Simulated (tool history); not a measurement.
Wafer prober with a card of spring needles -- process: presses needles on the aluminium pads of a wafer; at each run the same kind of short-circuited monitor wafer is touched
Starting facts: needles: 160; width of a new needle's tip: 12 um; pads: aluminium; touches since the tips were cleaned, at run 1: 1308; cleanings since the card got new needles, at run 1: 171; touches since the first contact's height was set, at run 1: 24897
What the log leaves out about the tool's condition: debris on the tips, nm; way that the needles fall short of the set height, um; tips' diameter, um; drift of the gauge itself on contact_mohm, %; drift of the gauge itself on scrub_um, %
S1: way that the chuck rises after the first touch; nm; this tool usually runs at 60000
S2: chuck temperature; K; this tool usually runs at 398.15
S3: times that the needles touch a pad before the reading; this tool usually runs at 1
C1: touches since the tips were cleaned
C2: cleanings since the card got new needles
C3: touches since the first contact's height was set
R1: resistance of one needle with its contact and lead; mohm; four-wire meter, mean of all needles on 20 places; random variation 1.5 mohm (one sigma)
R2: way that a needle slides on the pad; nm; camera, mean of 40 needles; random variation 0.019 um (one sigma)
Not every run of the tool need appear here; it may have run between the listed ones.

run 1 hour=0.0 | S1=60000 S2=398.15 S3=1 | C1=1308 C2=171 C3=24897 | R1=139 R2=16340
-- hour=6.0 tips cleaned on abrasive film
-- hour=16.0 tips cleaned on abrasive film
-- hour=25.9 tips cleaned on abrasive film
-- hour=35.9 tips cleaned on abrasive film
-- hour=45.9 tips cleaned on abrasive film
run 2 hour=47.7 | S1=60000 S2=398.15 S3=1 | C1=884 C2=176 C3=47484 | R1=139 R2=16350
-- hour=55.7 tips cleaned on abrasive film
-- hour=65.6 tips cleaned on abrasive film
-- hour=75.6 tips cleaned on abrasive film
-- hour=85.6 tips cleaned on abrasive film
-- hour=93.7 height of the first contact set anew
-- hour=95.8 tips cleaned on abrasive film
run 3 hour=99.3 | S1=48000 S2=398.15 S3=1 | C1=1647 C2=181 C3=2592 | R1=145 R2=13050
-- hour=105.3 tips cleaned on abrasive film
-- hour=115.2 tips cleaned on abrasive film
-- hour=125.2 tips cleaned on abrasive film
run 4 hour=132.8 | S1=48000 S2=398.15 S3=1 | C1=3618 C2=184 C3=18475 | R1=143 R2=13050
-- hour=134.8 tips cleaned on abrasive film
-- hour=142.8 tips cleaned on abrasive film
-- hour=152.8 tips cleaned on abrasive film
-- hour=162.7 tips cleaned on abrasive film
-- hour=172.7 tips cleaned on abrasive film
-- hour=180.7 tips cleaned on abrasive film
-- hour=190.6 tips cleaned on abrasive film
run 5 hour=192.1 | S1=48000 S2=398.15 S3=1 | C1=721 C2=191 C3=46558 | R1=146 R2=13050
-- hour=200.1 tips cleaned on abrasive film
-- hour=210.1 tips cleaned on abrasive film
-- hour=218.1 tips cleaned on abrasive film
-- hour=228.0 tips cleaned on abrasive film
run 6 hour=232.7 | S1=60000 S2=366.15 S3=1 | C1=2253 C2=195 C3=65795 | R1=133 R2=16270
-- hour=236.8 tips cleaned on abrasive film
-- hour=239.1 height of the first contact set anew
-- hour=247.0 tips cleaned on abrasive film
-- hour=257.0 tips cleaned on abrasive film
-- hour=265.0 tips cleaned on abrasive film
run 7 hour=271.4 | S1=60000 S2=366.15 S3=1 | C1=3057 C2=199 C3=15323 | R1=135 R2=16260
-- hour=273.4 tips cleaned on abrasive film
-- hour=283.4 tips cleaned on abrasive film
-- hour=291.4 tips cleaned on abrasive film
-- hour=301.3 tips cleaned on abrasive film
-- hour=309.3 tips cleaned on abrasive film
-- hour=319.1 tips cleaned on abrasive film
run 8 hour=319.1 | S1=60000 S2=366.15 S3=1 | C1=0 C2=205 C3=37890 | R1=135 R2=16230
-- hour=327.1 tips cleaned on abrasive film
-- hour=337.1 tips cleaned on abrasive film
-- hour=347.0 tips cleaned on abrasive film
-- hour=357.0 tips cleaned on abrasive film
-- hour=365.2 tips cleaned on abrasive film
run 9 hour=365.2 | S1=60000 S2=324.15 S3=1 | C1=0 C2=210 C3=59686 | R1=128 R2=16230
-- hour=375.1 tips cleaned on abrasive film
-- hour=385.1 tips cleaned on abrasive film
-- hour=385.4 height of the first contact set anew
-- hour=393.7 tips cleaned on abrasive film
run 10 hour=393.7 | S1=60000 S2=324.15 S3=1 | C1=0 C2=213 C3=3934 | R1=129 R2=16220
-- hour=403.7 tips cleaned on abrasive film
-- hour=413.6 tips cleaned on abrasive film
-- hour=423.6 tips cleaned on abrasive film
-- hour=432.7 tips cleaned on abrasive film
run 11 hour=432.7 | S1=43000 S2=343.15 S3=1 | C1=0 C2=217 C3=22408 | R1=137 R2=11610
-- hour=440.7 tips cleaned on abrasive film
-- hour=450.7 tips cleaned on abrasive film
-- hour=460.6 tips cleaned on abrasive film
-- hour=469.4 tips cleaned on abrasive film
run 12 hour=469.4 | S1=49000 S2=301.15 S3=3 | C1=0 C2=221 C3=39769 | R1=130 R2=13210
-- hour=477.4 tips cleaned on abrasive film
-- hour=487.3 tips cleaned on abrasive film
-- hour=495.3 tips cleaned on abrasive film
run 13 hour=499.6 | S1=49000 S2=301.15 S3=3 | C1=2046 C2=224 C3=54082 | R1=126 R2=13210
-- hour=503.6 tips cleaned on abrasive film
-- hour=513.6 tips cleaned on abrasive film
-- hour=523.6 tips cleaned on abrasive film
-- hour=531.8 height of the first contact set anew
-- hour=533.8 tips cleaned on abrasive film
run 14 hour=539.5 | S1=40000 S2=322.15 S3=2 | C1=2705 C2=228 C3=3649 | R1=137 R2=10780
-- hour=543.5 tips cleaned on abrasive film
-- hour=553.5 tips cleaned on abrasive film
-- hour=563.4 tips cleaned on abrasive film
-- hour=571.4 tips cleaned on abrasive film
run 15 hour=573.0 | S1=40000 S2=322.15 S3=2 | C1=740 C2=232 C3=19486 | R1=136 R2=10750
-- hour=581.0 tips cleaned on abrasive film
-- hour=590.9 tips cleaned on abrasive film
-- hour=600.9 tips cleaned on abrasive film
-- hour=610.8 tips cleaned on abrasive film
-- hour=620.8 tips cleaned on abrasive film
-- hour=630.8 tips cleaned on abrasive film
run 16 hour=633.3 | S1=60000 S2=311.15 S3=2 | C1=1208 C2=238 C3=48058 | R1=126 R2=16130
-- hour=639.3 tips cleaned on abrasive film
-- hour=649.3 tips cleaned on abrasive film
-- hour=659.2 tips cleaned on abrasive film
-- hour=667.2 tips cleaned on abrasive film
-- hour=675.6 tips cleaned on abrasive film
run 17 hour=675.6 | S1=60000 S2=311.15 S3=2 | C1=0 C2=243 C3=68077 | R1=128 R2=16100
-- hour=677.9 height of the first contact set anew
-- hour=685.9 tips cleaned on abrasive film
-- hour=693.9 tips cleaned on abrasive film
run 18 hour=701.4 | S1=60000 S2=299.15 S3=2 | C1=3615 C2=245 C3=11164 | R1=125 R2=16120

Below, some changes in R2 between adjacent runs. For each, the amount present without the hidden state too (settings, incoming material, random variation) and the amount remaining for the hidden state with gauge scatter not shared by both compared results:
Run 15 -> 16: S1 40000 -> 60000, S2 322.15 -> 311.15, tips cleaned on abrasive film, tips cleaned on abrasive film, tips cleaned on abrasive film, tips cleaned on abrasive film, tips cleaned on abrasive film, tips cleaned on abrasive film. R2 +5380 nm: hidden state -80, all else +5460.
